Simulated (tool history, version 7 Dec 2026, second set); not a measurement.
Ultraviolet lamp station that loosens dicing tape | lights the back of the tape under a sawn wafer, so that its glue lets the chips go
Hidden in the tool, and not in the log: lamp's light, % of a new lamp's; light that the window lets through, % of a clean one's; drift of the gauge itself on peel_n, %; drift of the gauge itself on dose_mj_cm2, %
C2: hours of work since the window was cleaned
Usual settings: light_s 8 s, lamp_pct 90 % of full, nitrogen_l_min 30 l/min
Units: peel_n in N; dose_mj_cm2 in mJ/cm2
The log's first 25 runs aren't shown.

Run 26, day 67.192: usual settings but light_s 5 s, lamp_pct 93 % of full, nitrogen_l_min 11 l/min; hours of work of the lamp 1286; C2 232. Result: peel_n 3.122 N, dose_mj_cm2 192 mJ/cm2.
At day 68.112: window cleaned of glue's vapour.
Run 27, day 70.2: usual settings but light_s 5 s, lamp_pct 93 % of full, nitrogen_l_min 11 l/min; hours of work of the lamp 1340; C2 38. Result: peel_n 2.831 N, dose_mj_cm2 214 mJ/cm2.
Run 28, day 72.4: usual settings but light_s 5 s, lamp_pct 93 % of full, nitrogen_l_min 17 l/min; hours of work of the lamp 1380; C2 77. Result: peel_n 2.443 N, dose_mj_cm2 210 mJ/cm2.
Run 29, day 74.929: usual settings but light_s 5 s, lamp_pct 93 % of full, nitrogen_l_min 21 l/min; hours of work of the lamp 1425; C2 123. Result: peel_n 2.403 N, dose_mj_cm2 199 mJ/cm2.
At day 75.833: lamp changed.
Run 30, day 77.879: usual settings but light_s 5 s, lamp_pct 93 % of full, nitrogen_l_min 21 l/min; hours of work of the lamp 37; C2 175. Result: peel_n 1.669 N, dose_mj_cm2 258 mJ/cm2.
Run 31, day 80.571: usual settings but light_s 5 s, nitrogen_l_min 20 l/min; hours of work of the lamp 85; C2 224. Result: peel_n 1.864 N, dose_mj_cm2 237 mJ/cm2.
At day 81.896: window cleaned of glue's vapour.
Run 32, day 83.992: usual settings but light_s 14 s, lamp_pct 81 % of full, nitrogen_l_min 12 l/min; hours of work of the lamp 147; C2 38. Result: peel_n 0.361 N, dose_mj_cm2 670 mJ/cm2.
Run 33, day 87.108: usual settings but light_s 4 s, nitrogen_l_min 12 l/min; hours of work of the lamp 203; C2 94. Result: peel_n 2.787 N, dose_mj_cm2 204 mJ/cm2.
Run 34, day 89.45: usual settings but light_s 5 s, lamp_pct 80 % of full, nitrogen_l_min 12 l/min; hours of work of the lamp 245; C2 136. Result: peel_n 2.62 N, dose_mj_cm2 217 mJ/cm2.
Run 35, day 92.821: usual settings but light_s 6 s, lamp_pct 79 % of full, nitrogen_l_min 43 l/min; hours of work of the lamp 306; C2 197. Result: peel_n 1.402 N, dose_mj_cm2 251 mJ/cm2.
Run 36, day 94.792: usual settings but light_s 13 s, nitrogen_l_min 43 l/min; hours of work of the lamp 341; C2 232. Result: peel_n 0.251 N, dose_mj_cm2 595 mJ/cm2.
At day 95.788: window cleaned of glue's vapour.
Run 37, day 97.683: usual settings but light_s 5 s, lamp_pct 96 % of full, nitrogen_l_min 43 l/min; hours of work of the lamp 393; C2 34. Result: peel_n 1.138 N, dose_mj_cm2 271 mJ/cm2.
Run 38, day 100.488: usual settings but nitrogen_l_min 25 l/min; hours of work of the lamp 444; C2 85. Result: peel_n 0.713 N, dose_mj_cm2 394 mJ/cm2.
Run 39, day 102.496: usual settings but light_s 9 s, lamp_pct 67 % of full, nitrogen_l_min 18 l/min; hours of work of the lamp 480; C2 121. Result: peel_n 1.245 N, dose_mj_cm2 318 mJ/cm2.
Run 40, day 105.992: usual settings but light_s 6 s; hours of work of the lamp 543; C2 184. Result: peel_n 1.309 N, dose_mj_cm2 272 mJ/cm2.
Run 41, day 108.675: usual settings but light_s 15 s, lamp_pct 96 % of full, nitrogen_l_min 33 l/min; hours of work of the lamp 591; C2 232. Result: peel_n 0.237 N, dose_mj_cm2 690 mJ/cm2.
At day 109.621: window cleaned of glue's vapour.
Run 42, day 111.029: usual settings but lamp_pct 72 % of full, nitrogen_l_min 15 l/min; hours of work of the lamp 633; C2 25. Result: peel_n 1.397 N, dose_mj_cm2 317 mJ/cm2.

Forecast each of these 5 alternatives for the next run:
Run A, day 113.067: usual settings but light_s 6 s, lamp_pct 65 % of full, nitrogen_l_min 23 l/min; hours of work of the lamp 670; C2 62. Result: peel_n ?, dose_mj_cm2 ?.
Run B, day 113.067: usual settings but light_s 16 s, lamp_pct 95 % of full, nitrogen_l_min 20 l/min; hours of work of the lamp 670; C2 62. Result: peel_n ?, dose_mj_cm2 ?.
Run C, day 113.067: usual settings but lamp_pct 63 % of full, nitrogen_l_min 46 l/min; hours of work of the lamp 670; C2 62. Result: peel_n ?, dose_mj_cm2 ?.
Run D, day 113.067: usual settings but lamp_pct 68 % of full, nitrogen_l_min 9 l/min; hours of work of the lamp 670; C2 62. Result: peel_n ?, dose_mj_cm2 ?.
Run E, day 113.067: usual settings but light_s 5 s; hours of work of the lamp 670; C2 62. Result: peel_n ?, dose_mj_cm2 ?.

run  peel_n  dose_mj_cm2
  A   2.218          209
  B    0.23          805
  C   1.172          265
  D   2.047          293
  E   1.571          232
Without the tool's hidden state the same runs would have given:
run  peel_n  dose_mj_cm2
  A   1.725          248
  B   0.205          959
  C   0.835          316
  D    1.57          348
  E   1.166          278
